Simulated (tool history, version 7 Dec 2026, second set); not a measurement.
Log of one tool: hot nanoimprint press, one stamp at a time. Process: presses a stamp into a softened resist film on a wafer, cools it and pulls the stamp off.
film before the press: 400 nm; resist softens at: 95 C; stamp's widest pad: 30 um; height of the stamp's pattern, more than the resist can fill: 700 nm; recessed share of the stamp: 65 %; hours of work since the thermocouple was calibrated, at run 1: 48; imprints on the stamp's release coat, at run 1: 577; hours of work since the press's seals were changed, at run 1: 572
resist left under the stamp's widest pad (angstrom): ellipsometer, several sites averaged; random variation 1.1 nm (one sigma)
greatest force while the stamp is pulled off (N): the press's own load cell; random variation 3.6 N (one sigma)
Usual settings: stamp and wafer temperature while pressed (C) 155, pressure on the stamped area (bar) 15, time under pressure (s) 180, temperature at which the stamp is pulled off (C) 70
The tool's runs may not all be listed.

run,hour,stamp and wafer temperature while pressed (C),pressure on the stamped area (bar),time under pressure (s),temperature at which the stamp is pulled off (C),hours of work since the thermocouple was calibrated,imprints on the stamp's release coat,hours of work since the press's seals were changed,resist left under the stamp's widest pad (angstrom),greatest force while the stamp is pulled off (N)
1,0,155,15,180,70,48,577,572,1653,174
2,42.3,155,15,112,70,73,690,597,1942,176
3,72.1,155,15,180,70,91,770,615,1665,182
4,115.9,152,15,180,70,117,888,641,1847,177
5,149.7,152,15,180,70,137,979,661,1839,175
6,189,152,15,180,70,161,1084,684,1845,174
7,239.1,161,14,231,73,191,1219,714,1335,159
8,278.5,161,14,231,73,214,1325,738,1313,159
9,302.9,161,14,231,73,229,1390,752,1334,163
10,328.6,163,15,259,71,244,1459,768,1159,172
# hour 371.3: plate thermocouple calibrated
11,375.6,155,9.9,214,70,3,1577,794,1985,169
12,408.6,155,9.9,214,70,22,1666,814,1996,176

4 ways to go on from here, each from the tool as it stands after run 12. What would each give?
A,445.6,155,10.9,214,70,44,1765,836,?,?
B,445.6,155,15,351,58,44,1765,836,?,?
C,445.6,155,18.4,107,70,44,1765,836,?,?
D,445.6,165,14.7,214,74,44,1765,836,?,?

run,resist left under the stamp's widest pad (angstrom),greatest force while the stamp is pulled off (N)
A,1894,178
B,1332,215
C,1749,175
D,1181,156
Without the tool's hidden state the same runs would have given:
run,resist left under the stamp's widest pad (angstrom),greatest force while the stamp is pulled off (N)
A,1892,176
B,1329,213
C,1745,173
D,1179,154
